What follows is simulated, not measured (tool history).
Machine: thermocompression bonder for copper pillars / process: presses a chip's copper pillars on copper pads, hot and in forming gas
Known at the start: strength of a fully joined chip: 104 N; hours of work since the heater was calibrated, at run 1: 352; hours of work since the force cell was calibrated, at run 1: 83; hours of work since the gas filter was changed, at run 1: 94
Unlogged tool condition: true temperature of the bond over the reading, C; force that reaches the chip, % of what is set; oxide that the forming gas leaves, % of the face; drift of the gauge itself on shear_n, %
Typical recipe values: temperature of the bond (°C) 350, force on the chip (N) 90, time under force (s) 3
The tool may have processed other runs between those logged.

run   hour  temperature of the bond (°C)  force on the chip (N)  time under force (s)  hours of work since the heater was calibrated  hours of work since the force cell was calibrated  hours of work since the gas filter was changed  force that shears a chip off (N)
  1      0                           350                     90                     3                                            352                                                 83                                              94                              71.4
  2    8.9                           350                     90                     3                                            357                                                 87                                              98                              72.4
  3   21.4                           350                     90                     3                                            363                                                 94                                             105                              72.2
  4   28.5                           326                     90                     3                                            367                                                 98                                             109                              57.9
  5   40.1                           350                     90                     2                                            373                                                104                                             115                                65
  6   53.2                           350                     90                     2                                            380                                                110                                             121                              65.2
  7   65.4                           350                     90                     2                                            386                                                117                                             128                              66.2
  8   72.6                           350                     90                     2                                            390                                                121                                             132                              63.3
  9   83.7                           350                     90                     2                                            396                                                126                                             137                              64.5
 10   96.1                           350                    113                     4                                            402                                                133                                             144                                81
 11  103.4                           350                    113                     4                                            406                                                137                                             148                              82.5
     106.9  -- heater calibrated with a thermocouple chip
 12    118                           350                     55                     3                                              6                                                143                                             154                              56.4
 13  128.8                           350                     90                     7                                             11                                                149                                             160                              84.4
 14  145.7                           371                     79                     4                                             20                                                158                                             169                              82.5
 15  154.6                           350                     59                     2                                             25                                                162                                             173                              50.6
 16  164.1                           326                     85                     2                                             30                                                167                                             178                              46.5
     173.2  -- heater calibrated with a thermocouple chip, once more
 17  174.5                           326                     85                     2                                              1                                                171                                             182                                49
     179.6  -- forming gas filter changed
 18  190.4                           350                     90                     7                                              9                                                179                                               6                              89.2

Here are 3 independent what-if runs from the current tool condition. What would each one return?
  A  203.7                           364                     59                     5                                             16                                                186                                              13                                 ?
  B  203.7                           350                     90                     5                                             16                                                186                                              13                                 ?
  C  203.7                           368                     90                     2                                             16                                                186                                              13                                 ?

run  force that shears a chip off (N)
  A                              79.8
  B                              82.9
  C                                77
With the hidden condition removed and each run's random variation left untouched, the same runs would have given:
run  force that shears a chip off (N)
  A                                80
  B                              83.1
  C                              77.2
